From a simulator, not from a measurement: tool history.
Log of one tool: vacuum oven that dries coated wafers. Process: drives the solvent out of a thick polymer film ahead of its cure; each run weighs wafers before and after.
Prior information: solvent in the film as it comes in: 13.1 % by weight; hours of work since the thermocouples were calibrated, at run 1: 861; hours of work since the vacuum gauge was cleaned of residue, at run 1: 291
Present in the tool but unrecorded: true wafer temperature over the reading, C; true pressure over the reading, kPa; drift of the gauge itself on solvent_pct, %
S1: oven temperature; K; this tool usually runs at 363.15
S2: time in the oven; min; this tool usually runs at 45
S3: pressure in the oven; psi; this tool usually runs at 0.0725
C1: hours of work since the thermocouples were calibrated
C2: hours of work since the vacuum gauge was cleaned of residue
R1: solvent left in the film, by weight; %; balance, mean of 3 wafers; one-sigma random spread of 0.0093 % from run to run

{"run": 1, "hour": 0.0, "S1": 363.15, "S2": 45, "S3": 0.0725, "C1": 861, "C2": 291, "R1": 1.317}
{"run": 2, "hour": 24.8, "S1": 363.15, "S2": 53, "S3": 0.0725, "C1": 876, "C2": 306, "R1": 0.963}
{"run": 3, "hour": 67.9, "S1": 363.15, "S2": 73, "S3": 0.0725, "C1": 902, "C2": 332, "R1": 0.461}
{"run": 4, "hour": 114.1, "S1": 363.15, "S2": 73, "S3": 0.0725, "C1": 930, "C2": 360, "R1": 0.465}
{"run": 5, "hour": 157.0, "S1": 363.15, "S2": 73, "S3": 0.0725, "C1": 956, "C2": 386, "R1": 0.462}
{"run": 6, "hour": 186.6, "S1": 363.15, "S2": 73, "S3": 0.0725, "C1": 974, "C2": 404, "R1": 0.465}
{"run": 7, "hour": 237.5, "S1": 363.15, "S2": 73, "S3": 0.0725, "C1": 1005, "C2": 434, "R1": 0.459}
{"run": 8, "hour": 279.4, "S1": 366.15, "S2": 45, "S3": 0.0725, "C1": 1030, "C2": 460, "R1": 0.844}
{"run": 9, "hour": 315.9, "S1": 366.15, "S2": 45, "S3": 0.0725, "C1": 1052, "C2": 482, "R1": 0.845}
{"run": 10, "hour": 344.1, "S1": 363.15, "S2": 22, "S3": 0.0725, "C1": 1069, "C2": 499, "R1": 3.697}
{"run": 11, "hour": 368.5, "S1": 363.15, "S2": 22, "S3": 0.0654, "C1": 1084, "C2": 513, "R1": 3.66}
{"run": 12, "hour": 405.3, "S1": 363.15, "S2": 22, "S3": 0.0654, "C1": 1106, "C2": 536, "R1": 3.685}
{"run": 13, "hour": 436.2, "S1": 363.15, "S2": 22, "S3": 0.0654, "C1": 1124, "C2": 554, "R1": 3.658}
{"run": 14, "hour": 487.3, "S1": 363.15, "S2": 45, "S3": 0.0725, "C1": 1155, "C2": 585, "R1": 1.294}
{"run": 15, "hour": 531.5, "S1": 363.15, "S2": 45, "S3": 0.0725, "C1": 1182, "C2": 612, "R1": 1.276}
{"run": 16, "hour": 585.5, "S1": 363.15, "S2": 45, "S3": 0.0725, "C1": 1215, "C2": 644, "R1": 1.283}

What will run 17 give?
{"run": 17, "hour": 613.1, "S1": 363.15, "S2": 45, "S3": 0.0725, "C1": 1231, "C2": 661, "R1": "?"}

R1: 1.284 %
With the hidden condition absent and the run-to-run variation left alone, this run would have shown R1 1.552 %.
